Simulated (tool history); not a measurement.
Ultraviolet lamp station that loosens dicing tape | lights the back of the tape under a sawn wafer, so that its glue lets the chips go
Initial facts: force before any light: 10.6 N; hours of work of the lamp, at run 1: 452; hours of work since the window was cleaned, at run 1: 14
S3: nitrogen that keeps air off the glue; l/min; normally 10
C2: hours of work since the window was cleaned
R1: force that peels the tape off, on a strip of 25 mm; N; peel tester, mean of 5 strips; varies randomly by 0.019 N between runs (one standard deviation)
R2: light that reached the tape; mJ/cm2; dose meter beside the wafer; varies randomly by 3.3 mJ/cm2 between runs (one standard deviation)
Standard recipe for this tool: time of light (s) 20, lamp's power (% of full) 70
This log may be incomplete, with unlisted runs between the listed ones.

run 1 day=0 | time_of_light_(s)=20 lamp's_power_(%_of_full)=70 S3=10 | hours_of_work_of_the_lamp=452 C2=14 | R1=1.276 R2=444
run 2 day=0.954 | time_of_light_(s)=20 lamp's_power_(%_of_full)=70 S3=10 | hours_of_work_of_the_lamp=465 C2=26 | R1=1.34 R2=437
run 3 day=2.008 | time_of_light_(s)=20 lamp's_power_(%_of_full)=70 S3=10 | hours_of_work_of_the_lamp=479 C2=41 | R1=1.374 R2=435
run 4 day=2.825 | time_of_light_(s)=20 lamp's_power_(%_of_full)=70 S3=10 | hours_of_work_of_the_lamp=490 C2=52 | R1=1.407 R2=427
run 5 day=4.054 | time_of_light_(s)=20 lamp's_power_(%_of_full)=70 S3=10 | hours_of_work_of_the_lamp=507 C2=68 | R1=1.436 R2=428
run 6 day=5.217 | time_of_light_(s)=20 lamp's_power_(%_of_full)=70 S3=10 | hours_of_work_of_the_lamp=523 C2=84 | R1=1.414 R2=420
run 7 day=6.438 | time_of_light_(s)=20 lamp's_power_(%_of_full)=70 S3=10 | hours_of_work_of_the_lamp=539 C2=100 | R1=1.496 R2=421
run 8 day=7.579 | time_of_light_(s)=20 lamp's_power_(%_of_full)=70 S3=10 | hours_of_work_of_the_lamp=554 C2=116 | R1=1.472 R2=407
run 9 day=8.721 | time_of_light_(s)=20 lamp's_power_(%_of_full)=70 S3=10 | hours_of_work_of_the_lamp=570 C2=131 | R1=1.514 R2=401
run 10 day=9.683 | time_of_light_(s)=20 lamp's_power_(%_of_full)=70 S3=10 | hours_of_work_of_the_lamp=583 C2=144 | R1=1.596 R2=396
run 11 day=10.967 | time_of_light_(s)=20 lamp's_power_(%_of_full)=70 S3=10 | hours_of_work_of_the_lamp=600 C2=161 | R1=1.639 R2=397
run 12 day=12.15 | time_of_light_(s)=20 lamp's_power_(%_of_full)=70 S3=10 | hours_of_work_of_the_lamp=616 C2=177 | R1=1.593 R2=396
run 13 day=13.492 | time_of_light_(s)=24 lamp's_power_(%_of_full)=70 S3=10 | hours_of_work_of_the_lamp=634 C2=195 | R1=1.157 R2=463
-- day=13.662 window cleaned of glue's vapour
run 14 day=14.388 | time_of_light_(s)=24 lamp's_power_(%_of_full)=70 S3=10 | hours_of_work_of_the_lamp=646 C2=10 | R1=1.229 R2=455
run 15 day=15.975 | time_of_light_(s)=24 lamp's_power_(%_of_full)=70 S3=10 | hours_of_work_of_the_lamp=667 C2=31 | R1=1.204 R2=449
run 16 day=17.392 | time_of_light_(s)=24 lamp's_power_(%_of_full)=92 S3=10 | hours_of_work_of_the_lamp=686 C2=50 | R1=0.688 R2=578
run 17 day=18.646 | time_of_light_(s)=24 lamp's_power_(%_of_full)=92 S3=10 | hours_of_work_of_the_lamp=703 C2=67 | R1=0.742 R2=573
-- day=19.088 window cleaned of glue's vapour, once more
run 18 day=19.808 | time_of_light_(s)=20 lamp's_power_(%_of_full)=70 S3=5 | hours_of_work_of_the_lamp=718 C2=10 | R1=2.327 R2=400
run 19 day=21.225 | time_of_light_(s)=20 lamp's_power_(%_of_full)=79 S3=10 | hours_of_work_of_the_lamp=737 C2=29 | R1=1.28 R2=453
run 20 day=22.196 | time_of_light_(s)=20 lamp's_power_(%_of_full)=79 S3=10 | hours_of_work_of_the_lamp=751 C2=42 | R1=1.258 R2=454
run 21 day=23.246 | time_of_light_(s)=20 lamp's_power_(%_of_full)=79 S3=10 | hours_of_work_of_the_lamp=765 C2=56 | R1=1.393 R2=438
run 22 day=24.438 | time_of_light_(s)=20 lamp's_power_(%_of_full)=79 S3=10 | hours_of_work_of_the_lamp=781 C2=72 | R1=1.375 R2=438
run 23 day=25.4 | time_of_light_(s)=14 lamp's_power_(%_of_full)=89 S3=4 | hours_of_work_of_the_lamp=794 C2=85 | R1=3.158 R2=341
run 24 day=26.667 | time_of_light_(s)=14 lamp's_power_(%_of_full)=89 S3=15 | hours_of_work_of_the_lamp=811 C2=102 | R1=1.729 R2=335
run 25 day=27.604 | time_of_light_(s)=10 lamp's_power_(%_of_full)=89 S3=9 | hours_of_work_of_the_lamp=823 C2=115 | R1=3.512 R2=238
run 26 day=28.621 | time_of_light_(s)=21 lamp's_power_(%_of_full)=78 S3=9 | hours_of_work_of_the_lamp=837 C2=128 | R1=1.432 R2=438
run 27 day=29.942 | time_of_light_(s)=21 lamp's_power_(%_of_full)=78 S3=9 | hours_of_work_of_the_lamp=855 C2=146 | R1=1.52 R2=431
run 28 day=31.483 | time_of_light_(s)=20 lamp's_power_(%_of_full)=65 S3=10 | hours_of_work_of_the_lamp=875 C2=167 | R1=2.194 R2=333
run 29 day=32.396 | time_of_light_(s)=20 lamp's_power_(%_of_full)=83 S3=9 | hours_of_work_of_the_lamp=888 C2=179 | R1=1.519 R2=420
run 30 day=33.492 | time_of_light_(s)=20 lamp's_power_(%_of_full)=83 S3=9 | hours_of_work_of_the_lamp=902 C2=194 | R1=1.543 R2=418
-- day=34.462 window cleaned of glue's vapour
run 31 day=34.592 | time_of_light_(s)=20 lamp's_power_(%_of_full)=83 S3=9 | hours_of_work_of_the_lamp=917 C2=2 | R1=1.305 R2=453
run 32 day=36.038 | time_of_light_(s)=26 lamp's_power_(%_of_full)=96 S3=9 | hours_of_work_of_the_lamp=936 C2=21 | R1=0.541 R2=659
run 33 day=37.575 | time_of_light_(s)=12 lamp's_power_(%_of_full)=89 S3=8 | hours_of_work_of_the_lamp=957 C2=42 | R1=2.937 R2=279
run 34 day=38.958 | time_of_light_(s)=20 lamp's_power_(%_of_full)=70 S3=10 | hours_of_work_of_the_lamp=976 C2=60 | R1=1.868 R2=365
run 35 day=39.621 | time_of_light_(s)=20 lamp's_power_(%_of_full)=75 S3=10 | hours_of_work_of_the_lamp=985 C2=69 | R1=1.646 R2=386
run 36 day=41.217 | time_of_light_(s)=20 lamp's_power_(%_of_full)=75 S3=10 | hours_of_work_of_the_lamp=1006 C2=91 | R1=1.698 R2=381
run 37 day=41.917 | time_of_light_(s)=20 lamp's_power_(%_of_full)=75 S3=10 | hours_of_work_of_the_lamp=1015 C2=100 | R1=1.718 R2=376
run 38 day=42.892 | time_of_light_(s)=20 lamp's_power_(%_of_full)=75 S3=10 | hours_of_work_of_the_lamp=1029 C2=113 | R1=1.795 R2=370
run 39 day=43.996 | time_of_light_(s)=20 lamp's_power_(%_of_full)=75 S3=10 | hours_of_work_of_the_lamp=1043 C2=128 | R1=1.791 R2=369
run 40 day=44.796 | time_of_light_(s)=20 lamp's_power_(%_of_full)=75 S3=10 | hours_of_work_of_the_lamp=1054 C2=139 | R1=1.848 R2=362
run 41 day=45.562 | time_of_light_(s)=39 lamp's_power_(%_of_full)=87 S3=7 | hours_of_work_of_the_lamp=1065 C2=149 | R1=0.375 R2=818
run 42 day=46.825 | time_of_light_(s)=13 lamp's_power_(%_of_full)=71 S3=10 | hours_of_work_of_the_lamp=1082 C2=166 | R1=3.816 R2=220
run 43 day=47.675 | time_of_light_(s)=18 lamp's_power_(%_of_full)=100 S3=6 | hours_of_work_of_the_lamp=1093 C2=178 | R1=1.919 R2=428
run 44 day=48.9 | time_of_light_(s)=18 lamp's_power_(%_of_full)=100 S3=6 | hours_of_work_of_the_lamp=1109 C2=194 | R1=1.959 R2=422

Branching from run 44: 3 alternative next runs. What would each branch give?
-- day=49.875 window cleaned of glue's vapour
run A day=50.525 | time_of_light_(s)=17 lamp's_power_(%_of_full)=70 S3=10 | hours_of_work_of_the_lamp=1131 C2=9 | R1=? R2=?
-- day=49.875 window cleaned of glue's vapour
run B day=50.525 | time_of_light_(s)=20 lamp's_power_(%_of_full)=70 S3=5 | hours_of_work_of_the_lamp=1131 C2=9 | R1=? R2=?
-- day=49.875 window cleaned of glue's vapour
run C day=50.525 | time_of_light_(s)=18 lamp's_power_(%_of_full)=100 S3=6 | hours_of_work_of_the_lamp=1131 C2=9 | R1=? R2=?

run=A R1=2.601 R2=294
run=B R1=2.849 R2=344
run=C R1=1.737 R2=450
Stripped of hidden state, with their random variation kept, the same runs would have yielded:
run=A R1=1.306 R2=441
run=B R1=1.502 R2=517
run=C R1=0.74 R2=673
